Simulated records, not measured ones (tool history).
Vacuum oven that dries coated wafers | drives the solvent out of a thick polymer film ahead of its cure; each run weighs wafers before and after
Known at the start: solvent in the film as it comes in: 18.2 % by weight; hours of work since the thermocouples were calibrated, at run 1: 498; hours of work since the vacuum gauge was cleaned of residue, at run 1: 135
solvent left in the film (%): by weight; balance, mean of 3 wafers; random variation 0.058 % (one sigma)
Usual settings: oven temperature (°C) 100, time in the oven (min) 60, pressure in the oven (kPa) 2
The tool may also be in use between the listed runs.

| run | hour | oven temperature (°C) | time in the oven (min) | pressure in the oven (kPa) | hours of work since the thermocouples were calibrated | hours of work since the vacuum gauge was cleaned of residue | solvent left in the film (%) |
|---|---|---|---|---|---|---|---|
| 1 | 0 | 100 | 60 | 2 | 498 | 135 | 3.08 |
| 2 | 43.5 | 100 | 60 | 2 | 520 | 157 | 3.06 |
| 3 | 78.3 | 100 | 60 | 2 | 537 | 174 | 3.07 |
| 4 | 126.8 | 100 | 39 | 2 | 562 | 199 | 4.99 |
| 5 | 170.8 | 100 | 40 | 2 | 584 | 221 | 4.87 |
| 6 | 196.6 | 100 | 40 | 2 | 597 | 234 | 4.86 |
| 7 | 226.7 | 100 | 60 | 2 | 612 | 249 | 3.11 |
| 8 | 259.7 | 100 | 54 | 2 | 629 | 266 | 3.54 |
| 9 | 298 | 100 | 60 | 2 | 649 | 286 | 3.14 |
|  | 303.3 | vacuum gauge cleaned of residue and calibrated |
| 10 | 337.3 | 100 | 60 | 3.58 | 668 | 17 | 4.19 |
| 11 | 371.1 | 100 | 60 | 3.58 | 685 | 34 | 4.23 |
|  | 406.3 | vacuum gauge cleaned of residue and calibrated, once more |
| 12 | 407.2 | 100 | 60 | 3.58 | 702 | 0 | 4.07 |
| 13 | 448.4 | 100 | 60 | 3.58 | 723 | 21 | 4.06 |
| 14 | 490.5 | 100 | 60 | 3.58 | 745 | 43 | 4.17 |
| 15 | 529 | 100 | 60 | 3.58 | 764 | 62 | 4.03 |
| 16 | 565.7 | 112 | 35 | 1.13 | 783 | 81 | 1.86 |
| 17 | 610.9 | 90 | 51 | 1.83 | 805 | 104 | 7.14 |
| 18 | 633.5 | 90 | 51 | 1.83 | 817 | 115 | 7.16 |
| 19 | 669.4 | 90 | 51 | 1.83 | 835 | 133 | 7.03 |
| 20 | 705.2 | 99 | 68 | 1.83 | 853 | 151 | 2.82 |
| 21 | 732.5 | 99 | 68 | 1.83 | 867 | 165 | 2.99 |
| 22 | 772.6 | 94 | 30 | 2 | 887 | 186 | 8.55 |
| 23 | 819.1 | 94 | 30 | 2 | 911 | 209 | 8.28 |
| 24 | 858.1 | 94 | 30 | 2 | 931 | 229 | 8.46 |
| 25 | 879.3 | 94 | 30 | 2 | 941 | 240 | 8.39 |

5 ways to go on from here, each from the tool as it stands after run 25. What would each give?
| A | 904.6 | 94 | 102 | 2 | 954 | 252 | ? |
| B | 904.6 | 96 | 90 | 1.45 | 954 | 252 | ? |
| C | 904.6 | 100 | 44 | 2 | 954 | 252 | ? |
| D | 904.6 | 89 | 30 | 3.82 | 954 | 252 | ? |
| E | 904.6 | 104 | 51 | 2.11 | 954 | 252 | ? |

| run | solvent left in the film (%) |
|---|---|
| A | 3.07 |
| B | 2.58 |
| C | 4.6 |
| D | 10.92 |
| E | 2.9 |
Without the tool's hidden state the same runs would have given:
| run | solvent left in the film (%) |
|---|---|
| A | 2.77 |
| B | 2.29 |
| C | 4.25 |
| D | 10.58 |
| E | 2.63 |
